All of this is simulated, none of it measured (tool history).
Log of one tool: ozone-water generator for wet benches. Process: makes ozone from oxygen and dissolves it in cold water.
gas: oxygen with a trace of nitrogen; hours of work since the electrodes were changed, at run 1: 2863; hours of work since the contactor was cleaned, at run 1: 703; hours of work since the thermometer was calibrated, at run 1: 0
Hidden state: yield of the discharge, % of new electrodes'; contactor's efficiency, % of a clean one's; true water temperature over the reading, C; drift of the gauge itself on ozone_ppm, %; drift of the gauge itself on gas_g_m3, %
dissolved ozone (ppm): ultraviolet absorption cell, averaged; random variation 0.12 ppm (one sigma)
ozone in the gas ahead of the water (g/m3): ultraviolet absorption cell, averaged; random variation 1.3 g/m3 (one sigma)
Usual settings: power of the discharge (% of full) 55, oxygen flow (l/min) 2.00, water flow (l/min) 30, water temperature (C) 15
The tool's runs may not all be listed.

| run | hour | power of the discharge (% of full) | oxygen flow (l/min) | water flow (l/min) | water temperature (C) | hours of work since the electrodes were changed | hours of work since the contactor was cleaned | hours of work since the thermometer was calibrated | dissolved ozone (ppm) | ozone in the gas ahead of the water (g/m3) |
|---|---|---|---|---|---|---|---|---|---|---|
| 1 | 0.0 | 55 | 2.00 | 30 | 15 | 2863 | 703 | 0 | 11.6 | 234.6 |
| 2 | 210.7 | 55 | 2.00 | 30 | 19 | 2995 | 836 | 132 | 11.2 | 238.4 |
| 3 | 432.0 | 55 | 2.00 | 30 | 8 | 3134 | 974 | 271 | 12.0 | 236.6 |
| 4 | 603.9 | 55 | 2.00 | 30 | 8 | 3242 | 1082 | 379 | 12.0 | 236.1 |
| 5 | 733.7 | 55 | 2.00 | 30 | 8 | 3323 | 1164 | 460 | 11.9 | 236.8 |
| 6 | 884.2 | 55 | 2.00 | 30 | 8 | 3417 | 1258 | 555 | 11.9 | 235.9 |
| 7 | 989.3 | 55 | 2.00 | 30 | 8 | 3483 | 1324 | 621 | 11.9 | 237.5 |
| 8 | 1188.2 | 55 | 2.00 | 30 | 8 | 3608 | 1449 | 745 | 11.8 | 236.6 |
| 9 | 1351.9 | 55 | 2.00 | 30 | 8 | 3711 | 1551 | 848 | 11.8 | 239.9 |
| 10 | 1531.8 | 55 | 2.00 | 30 | 8 | 3824 | 1664 | 961 | 11.9 | 239.3 |
| 11 | 1733.3 | 55 | 2.00 | 30 | 8 | 3950 | 1791 | 1087 | 11.9 | 238.6 |
| 12 | 1843.9 | 55 | 2.00 | 30 | 8 | 4019 | 1860 | 1157 | 12.0 | 241.2 |
| 13 | 2047.9 | 55 | 2.00 | 42 | 8 | 4147 | 1988 | 1285 | 7.8 | 239.0 |
| 14 | 2275.6 | 55 | 2.00 | 30 | 15 | 4290 | 2131 | 1427 | 11.4 | 238.7 |
| 15 | 2374.3 | 55 | 3.18 | 30 | 15 | 4352 | 2193 | 1489 | 14.1 | 206.4 |
| 16 | 2553.6 | 55 | 2.00 | 21 | 15 | 4464 | 2305 | 1602 | 16.5 | 238.9 |
| 17 | 2685.5 | 55 | 2.00 | 30 | 15 | 4547 | 2388 | 1684 | 11.5 | 240.6 |
| 18 | 2867.4 | 44 | 1.82 | 37 | 15 | 4661 | 2502 | 1799 | 7.7 | 223.4 |
| 19 | 3015.3 | 44 | 1.82 | 37 | 15 | 4754 | 2595 | 1891 | 7.6 | 222.0 |
| 20 | 3145.9 | 44 | 1.82 | 37 | 15 | 4836 | 2677 | 1973 | 7.6 | 222.4 |
| 21 | 3360.3 | 44 | 1.61 | 35 | 15 | 4970 | 2811 | 2108 | 7.8 | 230.2 |
| 22 | 3508.1 | 55 | 2.00 | 30 | 9 | 5063 | 2904 | 2200 | 11.8 | 241.2 |
| 23 | 3639.0 | 68 | 2.00 | 30 | 9 | 5145 | 2986 | 2283 | 13.3 | 270.1 |
| 24 | 3836.7 | 68 | 2.00 | 30 | 9 | 5269 | 3110 | 2407 | 13.3 | 272.5 |
| 25 | 3929.2 | 84 | 1.86 | 20 | 15 | 5327 | 3168 | 2465 | 20.6 | 310.4 |
| 26 | 4040.7 | 59 | 3.11 | 30 | 21 | 5397 | 3238 | 2535 | 14.0 | 218.2 |
| 27 | 4226.6 | 42 | 2.00 | 30 | 13 | 5514 | 3354 | 2651 | 10.1 | 212.4 |
|  | 4323.0 | gauge calibrated |
| 28 | 4354.3 | 42 | 2.00 | 35 | 18 | 5594 | 3435 | 2731 | 8.1 | 205.3 |
| 29 | 4551.2 | 55 | 2.01 | 30 | 13 | 5717 | 3558 | 2855 | 11.6 | 238.7 |
| 30 | 4721.0 | 90 | 2.36 | 24 | 20 | 5824 | 3665 | 2961 | 19.5 | 290.7 |
|  | 4806.4 | contactor cleaned |
| 31 | 4915.8 | 40 | 1.08 | 21 | 8 | 5944 | 69 | 3081 | 10.4 | 247.9 |

Forecast run 32:
| 32 | 5071.3 | 40 | 1.67 | 30 | 8 | 6041 | 166 | 3178 | ? | ? |

Run 32 gave dissolved ozone (ppm) 9.2, ozone in the gas ahead of the water (g/m3) 214.4.
Without the tool's hidden state the same run would have given dissolved ozone (ppm) 9.2, ozone in the gas ahead of the water (g/m3) 213.7.

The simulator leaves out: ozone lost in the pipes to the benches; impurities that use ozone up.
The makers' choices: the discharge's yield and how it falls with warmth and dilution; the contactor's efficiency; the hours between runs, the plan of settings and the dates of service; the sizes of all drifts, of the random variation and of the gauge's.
